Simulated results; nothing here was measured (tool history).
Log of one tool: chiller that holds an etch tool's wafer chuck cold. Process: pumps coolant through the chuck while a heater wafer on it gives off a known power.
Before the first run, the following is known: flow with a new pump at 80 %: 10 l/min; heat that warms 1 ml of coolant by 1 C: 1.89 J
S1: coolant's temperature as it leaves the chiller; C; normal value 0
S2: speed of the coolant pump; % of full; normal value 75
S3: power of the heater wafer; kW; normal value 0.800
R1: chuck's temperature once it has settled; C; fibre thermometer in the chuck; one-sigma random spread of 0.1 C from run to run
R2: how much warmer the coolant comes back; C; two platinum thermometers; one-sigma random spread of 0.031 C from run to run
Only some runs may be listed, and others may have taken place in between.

run 1 hour=0.0 | S1=0 S2=75 S3=0.800 | R1=7.1 R2=2.75
run 2 hour=98.6 | S1=0 S2=75 S3=0.800 | R1=7.3 R2=2.68
run 3 hour=168.8 | S1=0 S2=75 S3=0.800 | R1=7.1 R2=2.72
run 4 hour=256.4 | S1=0 S2=71 S3=0.800 | R1=7.4 R2=2.84
run 5 hour=354.9 | S1=0 S2=75 S3=0.800 | R1=7.1 R2=2.66
run 6 hour=456.3 | S1=0 S2=75 S3=0.800 | R1=7.1 R2=2.63
run 7 hour=554.4 | S1=0 S2=75 S3=0.800 | R1=7.2 R2=2.67
run 8 hour=649.8 | S1=0 S2=75 S3=0.800 | R1=7.1 R2=2.57
run 9 hour=736.6 | S1=0 S2=75 S3=0.800 | R1=7.1 R2=2.64
run 10 hour=819.9 | S1=0 S2=75 S3=0.800 | R1=7.1 R2=2.55
run 11 hour=914.7 | S1=0 S2=75 S3=0.800 | R1=7.2 R2=2.56
run 12 hour=1011.9 | S1=4 S2=75 S3=0.800 | R1=11.3 R2=2.59
run 13 hour=1093.4 | S1=9 S2=76 S3=1.097 | R1=18.7 R2=3.49
run 14 hour=1143.7 | S1=9 S2=76 S3=1.097 | R1=18.7 R2=3.51
run 15 hour=1191.9 | S1=9 S2=76 S3=1.097 | R1=18.6 R2=3.49
run 16 hour=1237.3 | S1=-3 S2=75 S3=0.800 | R1=4.1 R2=2.51
-- hour=1247.4 chiller's thermometer calibrated
run 17 hour=1306.7 | S1=-5 S2=81 S3=0.584 | R1=-0.2 R2=1.61
run 18 hour=1377.6 | S1=-5 S2=81 S3=0.584 | R1=-0.1 R2=1.60
run 19 hour=1436.2 | S1=-5 S2=81 S3=0.584 | R1=0.0 R2=1.60
run 20 hour=1519.0 | S1=-5 S2=81 S3=0.584 | R1=-0.3 R2=1.57
run 21 hour=1621.4 | S1=8 S2=89 S3=0.876 | R1=14.8 R2=2.34
run 22 hour=1694.5 | S1=9 S2=64 S3=0.805 | R1=17.5 R2=2.91

Each row is a separate what-if for the run after 22, all from the same tool condition, not one after another. Results?
run A hour=1752.0 | S1=9 S2=62 S3=0.747 | R1=? R2=?
run B hour=1752.0 | S1=4 S2=75 S3=1.128 | R1=? R2=?
run C hour=1752.0 | S1=9 S2=84 S3=0.960 | R1=? R2=?

run=A R1=16.8 R2=2.84
run=B R1=14.2 R2=3.57
run=C R1=16.7 R2=2.65
Had the tool no hidden state, the same runs would have come out as:
run=A R1=16.8 R2=3.11
run=B R1=14.2 R2=3.83
run=C R1=16.7 R2=2.92
